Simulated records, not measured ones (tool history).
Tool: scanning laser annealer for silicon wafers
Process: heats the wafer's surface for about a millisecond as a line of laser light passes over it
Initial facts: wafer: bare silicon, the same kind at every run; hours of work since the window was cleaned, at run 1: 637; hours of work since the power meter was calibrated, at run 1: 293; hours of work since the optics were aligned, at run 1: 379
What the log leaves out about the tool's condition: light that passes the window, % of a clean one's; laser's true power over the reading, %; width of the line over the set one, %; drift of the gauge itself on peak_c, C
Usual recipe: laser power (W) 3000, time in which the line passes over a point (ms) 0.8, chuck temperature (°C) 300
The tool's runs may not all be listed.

| run | hour | laser power (W) | time in which the line passes over a point (ms) | chuck temperature (°C) | hours of work since the window was cleaned | hours of work since the power meter was calibrated | hours of work since the optics were aligned | highest temperature of the surface (°C) |
|---|---|---|---|---|---|---|---|---|
| 1 | 0 | 3000 | 0.8 | 300 | 637 | 293 | 379 | 1055 |
| 2 | 19.4 | 2882 | 0.8 | 300 | 651 | 308 | 393 | 1019 |
| 3 | 50.6 | 3000 | 0.8 | 267 | 674 | 331 | 416 | 1024 |
| 4 | 79.9 | 3000 | 0.8 | 267 | 696 | 352 | 438 | 1023 |
| 5 | 105 | 3000 | 0.766 | 300 | 714 | 371 | 456 | 1040 |
| 6 | 139.3 | 3000 | 0.766 | 267 | 739 | 396 | 482 | 1004 |
| 7 | 161.3 | 3000 | 0.766 | 267 | 755 | 412 | 498 | 1004 |
| 8 | 196.6 | 3000 | 0.8 | 300 | 781 | 438 | 524 | 1058 |
| 9 | 216.3 | 3000 | 0.8 | 300 | 796 | 452 | 538 | 1060 |
|  | 240.8 | window over the wafer cleaned |
| 10 | 243.2 | 3000 | 0.8 | 300 | 2 | 471 | 557 | 1055 |
| 11 | 262.2 | 2711 | 0.8 | 300 | 16 | 485 | 571 | 962 |
| 12 | 304.1 | 3000 | 0.8 | 300 | 47 | 516 | 601 | 1055 |
| 13 | 343.1 | 3000 | 0.8 | 300 | 75 | 544 | 630 | 1055 |
| 14 | 386.2 | 3000 | 0.8 | 300 | 107 | 576 | 662 | 1054 |
| 15 | 410.1 | 3000 | 0.8 | 300 | 124 | 593 | 679 | 1054 |
| 16 | 440.1 | 3000 | 0.8 | 285 | 146 | 615 | 701 | 1041 |
| 17 | 466.7 | 3000 | 0.8 | 285 | 166 | 635 | 721 | 1042 |
| 18 | 502.5 | 3000 | 0.8 | 300 | 192 | 661 | 747 | 1056 |
| 19 | 546.2 | 3000 | 0.8 | 300 | 225 | 694 | 779 | 1059 |
| 20 | 568.8 | 3000 | 0.8 | 300 | 241 | 710 | 796 | 1054 |
| 21 | 610.7 | 3000 | 0.8 | 300 | 272 | 741 | 827 | 1060 |
| 22 | 642.2 | 3056 | 0.596 | 300 | 295 | 764 | 850 | 961 |
| 23 | 659.9 | 3056 | 0.796 | 309 | 308 | 777 | 863 | 1083 |
| 24 | 684.9 | 3197 | 0.8 | 300 | 326 | 795 | 881 | 1123 |
| 25 | 726.2 | 3197 | 0.8 | 300 | 357 | 826 | 912 | 1119 |
| 26 | 746.7 | 3197 | 0.83 | 336 | 372 | 841 | 927 | 1177 |
| 27 | 781.3 | 3197 | 0.83 | 336 | 397 | 866 | 952 | 1176 |
| 28 | 820.3 | 3197 | 0.83 | 336 | 426 | 895 | 981 | 1176 |
| 29 | 858.5 | 3197 | 0.83 | 336 | 454 | 923 | 1009 | 1173 |
| 30 | 878.7 | 3197 | 0.83 | 336 | 469 | 938 | 1024 | 1174 |
| 31 | 908.7 | 3197 | 0.83 | 336 | 491 | 960 | 1046 | 1174 |
| 32 | 939 | 3031 | 0.83 | 277 | 513 | 982 | 1068 | 1061 |
| 33 | 972.4 | 3031 | 0.83 | 277 | 538 | 1007 | 1093 | 1060 |
| 34 | 1001.8 | 3227 | 0.885 | 277 | 560 | 1029 | 1114 | 1156 |
| 35 | 1023 | 2801 | 0.599 | 327 | 575 | 1044 | 1130 | 918 |
| 36 | 1052.6 | 2801 | 0.599 | 327 | 597 | 1066 | 1152 | 918 |
| 37 | 1090.7 | 3000 | 0.653 | 277 | 625 | 1094 | 1180 | 954 |
| 38 | 1125.1 | 2936 | 0.8 | 330 | 650 | 1119 | 1205 | 1064 |
| 39 | 1157.6 | 2552 | 0.8 | 311 | 674 | 1143 | 1229 | 924 |
| 40 | 1187 | 3000 | 0.987 | 300 | 696 | 1165 | 1250 | 1148 |

Each row is a separate what-if for the run after 40, all from the same tool condition, not one after another. Results?
| A | 1212.6 | 2851 | 0.744 | 315 | 714 | 1183 | 1269 | ? |
| B | 1212.6 | 2634 | 0.987 | 300 | 714 | 1183 | 1269 | ? |
| C | 1212.6 | 3121 | 0.838 | 276 | 714 | 1183 | 1269 | ? |
| D | 1212.6 | 3000 | 0.987 | 264 | 714 | 1183 | 1269 | ? |

| run | highest temperature of the surface (°C) |
|---|---|
| A | 996 |
| B | 1018 |
| C | 1093 |
| D | 1117 |
The same runs, with their run-to-run variation unchanged, on a tool lacking any hidden condition would have given:
| run | highest temperature of the surface (°C) |
|---|---|
| A | 996 |
| B | 1018 |
| C | 1093 |
| D | 1117 |
